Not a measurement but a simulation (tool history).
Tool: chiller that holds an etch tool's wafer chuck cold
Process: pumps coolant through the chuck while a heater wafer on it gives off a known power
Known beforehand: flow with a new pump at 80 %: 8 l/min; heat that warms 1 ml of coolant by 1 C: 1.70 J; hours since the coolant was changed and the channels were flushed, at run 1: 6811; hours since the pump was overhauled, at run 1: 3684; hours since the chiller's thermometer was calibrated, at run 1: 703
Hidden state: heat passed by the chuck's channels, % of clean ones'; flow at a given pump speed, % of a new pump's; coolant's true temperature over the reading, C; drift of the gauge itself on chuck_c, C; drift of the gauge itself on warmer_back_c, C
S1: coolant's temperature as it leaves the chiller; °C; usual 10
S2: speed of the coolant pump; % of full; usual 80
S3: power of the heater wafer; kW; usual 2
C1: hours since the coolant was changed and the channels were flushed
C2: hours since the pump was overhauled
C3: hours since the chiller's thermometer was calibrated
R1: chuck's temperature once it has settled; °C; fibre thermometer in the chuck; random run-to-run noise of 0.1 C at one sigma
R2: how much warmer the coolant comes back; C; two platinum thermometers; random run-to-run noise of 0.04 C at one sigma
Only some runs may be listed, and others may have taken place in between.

Run 1, day 0: usual settings; C1 6811; C2 3684; C3 703. Result: R1 30.2 °C, R2 9.25 C.
Run 2, day 2.862: usual settings; C1 6880; C2 3753; C3 771. Result: R1 30.3 °C, R2 9.18 C.
Run 3, day 7.117: usual settings but S1 5 °C; C1 6982; C2 3855; C3 874. Result: R1 25.2 °C, R2 9.25 C.
Run 4, day 11.279: usual settings but S1 5 °C; C1 7082; C2 3955; C3 973. Result: R1 25.2 °C, R2 9.24 C.
Run 5, day 14.442: usual settings but S1 5 °C; C1 7158; C2 4030; C3 1049. Result: R1 25.4 °C, R2 9.22 C.
At day 15.004: coolant pump overhauled.
Run 6, day 17.65: usual settings but S1 5 °C, S3 1.778 kW; C1 7230; C2 63; C3 1121. Result: R1 23.8 °C, R2 8.55 C.
Run 7, day 19.375: usual settings but S3 2.368 kW; C1 7271; C2 105; C3 1163. Result: R1 34.6 °C, R2 11.41 C.
Run 8, day 23.496: usual settings but S1 3 °C, S3 1.271 kW; C1 7370; C2 204; C3 1262. Result: R1 16.5 °C, R2 6.1 C.
Run 9, day 27.621: usual settings but S1 13 °C, S2 69 % of full, S3 1.345 kW; C1 7469; C2 303; C3 1361. Result: R1 29.2 °C, R2 7.7 C.
Run 10, day 29.6: usual settings but S2 86 % of full, S3 1.513 kW; C1 7517; C2 350; C3 1408. Result: R1 25 °C, R2 6.77 C.
Run 11, day 33.425: usual settings but S1 16 °C, S2 64 % of full; C1 7608; C2 442; C3 1500. Result: R1 41.4 °C, R2 12.47 C.
Run 12, day 37.354: usual settings but S1 11 °C, S2 81 % of full, S3 2.257 kW; C1 7703; C2 536; C3 1594. Result: R1 34.7 °C, R2 10.71 C.
At day 40.833: coolant pump overhauled, once more.
Run 13, day 40.875: usual settings but S1 13 °C, S2 77 % of full, S3 1.689 kW; C1 7782; C2 1; C3 1674. Result: R1 30.2 °C, R2 7.77 C.
Run 14, day 43.879: usual settings but S1 13 °C, S2 77 % of full, S3 1.689 kW; C1 7854; C2 73; C3 1746. Result: R1 30.3 °C, R2 7.8 C.

3 options for the next run, each taken on its own from the tool as it stands now. Forecast them:
Run A, day 45.712: usual settings but S1 17 °C, S2 78 % of full, S3 2.625 kW; C1 7898; C2 117; C3 1790. Result: R1 ?, R2 ?.
Run B, day 45.712: usual settings but S1 1 °C, S2 77 % of full, S3 1.476 kW; C1 7898; C2 117; C3 1790. Result: R1 ?, R2 ?.
Run C, day 45.712: usual settings but S3 2.455 kW; C1 7898; C2 117; C3 1790. Result: R1 ?, R2 ?.

run    R1     R2
  A  43.7  11.89
  B  16.1   6.75
  C  34.4  10.72
Take away the tool's hidden state, keep each run's random variation, and the runs would have read:
run    R1     R2
  A  40.5  11.91
  B  14.2   6.76
  C  31.5  10.73

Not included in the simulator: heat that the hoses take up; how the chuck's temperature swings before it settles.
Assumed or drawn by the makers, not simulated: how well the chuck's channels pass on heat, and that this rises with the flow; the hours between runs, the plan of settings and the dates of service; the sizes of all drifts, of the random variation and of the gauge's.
